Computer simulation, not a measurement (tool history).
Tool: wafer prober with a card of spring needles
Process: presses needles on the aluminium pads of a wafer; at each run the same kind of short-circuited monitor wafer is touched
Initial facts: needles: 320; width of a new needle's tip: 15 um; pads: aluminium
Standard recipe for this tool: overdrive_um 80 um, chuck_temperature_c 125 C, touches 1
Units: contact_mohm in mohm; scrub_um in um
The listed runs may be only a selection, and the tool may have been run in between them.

{"run": 1, "hour": 0.0, "overdrive_um": 80, "chuck_temperature_c": 125, "touches": 1, "contact_mohm": 190, "scrub_um": 16.15}
{"run": 2, "hour": 8.7, "overdrive_um": 80, "chuck_temperature_c": 125, "touches": 1, "contact_mohm": 188, "scrub_um": 16.2}
{"hour": 9.4, "done": "tips cleaned on abrasive film"}
{"run": 3, "hour": 18.6, "overdrive_um": 80, "chuck_temperature_c": 125, "touches": 1, "contact_mohm": 188, "scrub_um": 16.42}
{"hour": 19.8, "done": "tips cleaned on abrasive film"}
{"run": 4, "hour": 28.6, "overdrive_um": 80, "chuck_temperature_c": 125, "touches": 1, "contact_mohm": 191, "scrub_um": 16.37}
{"hour": 30.7, "done": "tips cleaned on abrasive film"}
{"hour": 41.5, "done": "tips cleaned on abrasive film"}
{"run": 5, "hour": 41.5, "overdrive_um": 80, "chuck_temperature_c": 125, "touches": 1, "contact_mohm": 188, "scrub_um": 16.18}
{"run": 6, "hour": 51.5, "overdrive_um": 80, "chuck_temperature_c": 125, "touches": 1, "contact_mohm": 185, "scrub_um": 16.11}
{"hour": 52.4, "done": "tips cleaned on abrasive film"}
{"hour": 62.8, "done": "tips cleaned on abrasive film"}
{"run": 7, "hour": 62.8, "overdrive_um": 80, "chuck_temperature_c": 125, "touches": 1, "contact_mohm": 193, "scrub_um": 16.27}
{"hour": 73.0, "done": "tips cleaned on abrasive film"}
{"run": 8, "hour": 73.0, "overdrive_um": 80, "chuck_temperature_c": 32, "touches": 1, "contact_mohm": 174, "scrub_um": 16.32}
{"run": 9, "hour": 79.5, "overdrive_um": 80, "chuck_temperature_c": 125, "touches": 1, "contact_mohm": 191, "scrub_um": 16.23}
{"hour": 83.3, "done": "tips cleaned on abrasive film"}
{"run": 10, "hour": 89.4, "overdrive_um": 82, "chuck_temperature_c": 125, "touches": 1, "contact_mohm": 188, "scrub_um": 16.7}
{"hour": 93.9, "done": "tips cleaned on abrasive film"}
{"run": 11, "hour": 101.6, "overdrive_um": 80, "chuck_temperature_c": 125, "touches": 1, "contact_mohm": 192, "scrub_um": 16.24}
{"hour": 104.2, "done": "tips cleaned on abrasive film"}
{"hour": 114.5, "done": "tips cleaned on abrasive film"}
{"run": 12, "hour": 114.5, "overdrive_um": 80, "chuck_temperature_c": 125, "touches": 3, "contact_mohm": 190, "scrub_um": 16.31}
{"run": 13, "hour": 123.2, "overdrive_um": 63, "chuck_temperature_c": 125, "touches": 1, "contact_mohm": 195, "scrub_um": 13.01}
{"hour": 125.3, "done": "tips cleaned on abrasive film"}
{"run": 14, "hour": 130.4, "overdrive_um": 80, "chuck_temperature_c": 125, "touches": 1, "contact_mohm": 189, "scrub_um": 16.22}
{"hour": 136.4, "done": "tips cleaned on abrasive film"}
{"run": 15, "hour": 140.0, "overdrive_um": 83, "chuck_temperature_c": 125, "touches": 1, "contact_mohm": 192, "scrub_um": 17.01}
{"hour": 147.2, "done": "tips cleaned on abrasive film"}
{"run": 16, "hour": 148.9, "overdrive_um": 89, "chuck_temperature_c": 125, "touches": 1, "contact_mohm": 186, "scrub_um": 18.09}
{"run": 17, "hour": 154.5, "overdrive_um": 95, "chuck_temperature_c": 37, "touches": 2, "contact_mohm": 169, "scrub_um": 19.22}
{"hour": 157.3, "done": "tips cleaned on abrasive film"}
{"run": 18, "hour": 166.3, "overdrive_um": 92, "chuck_temperature_c": 54, "touches": 1, "contact_mohm": 176, "scrub_um": 18.69}
{"hour": 167.9, "done": "tips cleaned on abrasive film"}
{"run": 19, "hour": 174.5, "overdrive_um": 92, "chuck_temperature_c": 54, "touches": 1, "contact_mohm": 173, "scrub_um": 18.96}
{"hour": 178.3, "done": "tips cleaned on abrasive film"}
{"run": 20, "hour": 179.7, "overdrive_um": 80, "chuck_temperature_c": 105, "touches": 1, "contact_mohm": 186, "scrub_um": 16.25}
{"hour": 188.6, "done": "tips cleaned on abrasive film"}
{"run": 21, "hour": 191.3, "overdrive_um": 61, "chuck_temperature_c": 125, "touches": 1, "contact_mohm": 199, "scrub_um": 12.47}
{"run": 22, "hour": 197.3, "overdrive_um": 83, "chuck_temperature_c": 39, "touches": 2, "contact_mohm": 168, "scrub_um": 17.06}
{"hour": 199.2, "done": "tips cleaned on abrasive film"}
{"run": 23, "hour": 204.6, "overdrive_um": 98, "chuck_temperature_c": 28, "touches": 1, "contact_mohm": 170, "scrub_um": 19.95}
{"hour": 209.7, "done": "tips cleaned on abrasive film"}
{"run": 24, "hour": 214.9, "overdrive_um": 83, "chuck_temperature_c": 107, "touches": 1, "contact_mohm": 187, "scrub_um": 16.85}

Estimate the outcome of run 25 from the log above:
{"hour": 220.4, "done": "tips cleaned on abrasive film"}
{"run": 25, "hour": 222.7, "overdrive_um": 83, "chuck_temperature_c": 39, "touches": 3, "contact_mohm": "?", "scrub_um": "?"}

Logged for run 25: contact_mohm 172 mohm, scrub_um 17.16 um.
The same run, on a tool lacking any hidden state, would have yielded contact_mohm 172 mohm, scrub_um 17.17 um.
